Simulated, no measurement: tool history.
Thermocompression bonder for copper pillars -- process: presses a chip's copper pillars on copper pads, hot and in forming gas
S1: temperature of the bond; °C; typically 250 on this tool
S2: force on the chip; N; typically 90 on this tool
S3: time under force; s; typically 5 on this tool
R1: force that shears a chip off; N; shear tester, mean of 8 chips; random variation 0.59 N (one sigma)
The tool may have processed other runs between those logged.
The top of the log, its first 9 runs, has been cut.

run	hour	S1	S2	S3	R1
10	101.7	250	90	5	84.1
11	114.8	250	90	5	84
12	125.5	250	90	3	71.6
13	140.6	234	90	3	60
14	150.6	234	90	3	60.6
15	162.5	234	90	3	59.7
16	172	234	90	3	60.4
17	187.8	250	90	5	84.7
# hour 195.8: forming gas filter changed
18	195.9	250	116	5	99.8
19	211.5	250	116	5	100.3
20	218.5	250	116	5	100.6
21	228.7	263	63	8	82.6
22	239	254	80	8	90.5
23	247.7	254	125	4	103.6
24	261.9	232	101	4	71.5
25	275.2	232	101	4	72.2
26	287	221	102	9	83.8
27	295.5	221	85	3	47.9
28	307	221	85	6	62.6
29	318.6	221	85	6	62.1
30	328.8	221	85	6	62.2
31	341.9	221	85	6	63.2
32	354.9	221	85	6	63.7
33	363.9	232	90	5	70.3
34	372.3	246	57	13	76.4

For run 35, what comes out?
35	387	245	109	5	?

Run 35 yielded R1 92 N.
The same run, on a tool lacking any hidden state, would have yielded R1 91.9 N.

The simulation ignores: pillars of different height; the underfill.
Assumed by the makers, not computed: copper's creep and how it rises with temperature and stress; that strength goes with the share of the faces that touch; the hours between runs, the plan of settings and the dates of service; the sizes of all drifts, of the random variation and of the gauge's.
